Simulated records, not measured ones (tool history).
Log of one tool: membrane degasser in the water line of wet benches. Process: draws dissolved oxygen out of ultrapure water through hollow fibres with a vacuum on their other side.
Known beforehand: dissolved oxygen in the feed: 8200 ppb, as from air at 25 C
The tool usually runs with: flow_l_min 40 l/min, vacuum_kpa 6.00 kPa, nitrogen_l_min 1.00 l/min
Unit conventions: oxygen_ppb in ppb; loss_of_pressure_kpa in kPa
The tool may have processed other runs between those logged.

Run 1, hour 0.0: usual settings. Result: oxygen_ppb 237.5 ppb, loss_of_pressure_kpa 47.68 kPa.
Run 2, hour 73.0: usual settings. Result: oxygen_ppb 239.7 ppb, loss_of_pressure_kpa 47.81 kPa.
Run 3, hour 158.4: usual settings but nitrogen_l_min 0.47 l/min. Result: oxygen_ppb 404.2 ppb, loss_of_pressure_kpa 47.82 kPa.
Run 4, hour 285.8: usual settings but nitrogen_l_min 0.47 l/min. Result: oxygen_ppb 402.5 ppb, loss_of_pressure_kpa 48.19 kPa.
Run 5, hour 409.6: usual settings but nitrogen_l_min 0.47 l/min. Result: oxygen_ppb 402.7 ppb, loss_of_pressure_kpa 47.78 kPa.
Run 6, hour 523.8: usual settings but vacuum_kpa 6.15 kPa, nitrogen_l_min 0.47 l/min. Result: oxygen_ppb 424.1 ppb, loss_of_pressure_kpa 47.77 kPa.
Run 7, hour 671.2: usual settings but vacuum_kpa 6.15 kPa, nitrogen_l_min 0.47 l/min. Result: oxygen_ppb 421.9 ppb, loss_of_pressure_kpa 48.54 kPa.
At hour 731.4: vacuum gauge calibrated.
Run 8, hour 817.9: usual settings but vacuum_kpa 6.15 kPa, nitrogen_l_min 0.47 l/min. Result: oxygen_ppb 409.1 ppb, loss_of_pressure_kpa 48.00 kPa.
Run 9, hour 951.9: usual settings but vacuum_kpa 6.15 kPa, nitrogen_l_min 0.47 l/min. Result: oxygen_ppb 406.4 ppb, loss_of_pressure_kpa 48.40 kPa.
Run 10, hour 1038.9: usual settings but vacuum_kpa 3.77 kPa. Result: oxygen_ppb 55.0 ppb, loss_of_pressure_kpa 48.33 kPa.
Run 11, hour 1106.1: usual settings but flow_l_min 51 l/min, nitrogen_l_min 2.17 l/min. Result: oxygen_ppb 161.1 ppb, loss_of_pressure_kpa 61.81 kPa.

Run 12, settings as shown, results not yet in. Your forecast:
Run 12, hour 1211.8: usual settings but flow_l_min 25 l/min, nitrogen_l_min 1.38 l/min. Result: oxygen_ppb ?, loss_of_pressure_kpa ?.

For run 12 the tool returned oxygen_ppb 116.8 ppb, loss_of_pressure_kpa 29.91 kPa.
On a tool with no hidden condition, and with the same random variation, this run would have come out at oxygen_ppb 113.6 ppb, loss_of_pressure_kpa 28.30 kPa.

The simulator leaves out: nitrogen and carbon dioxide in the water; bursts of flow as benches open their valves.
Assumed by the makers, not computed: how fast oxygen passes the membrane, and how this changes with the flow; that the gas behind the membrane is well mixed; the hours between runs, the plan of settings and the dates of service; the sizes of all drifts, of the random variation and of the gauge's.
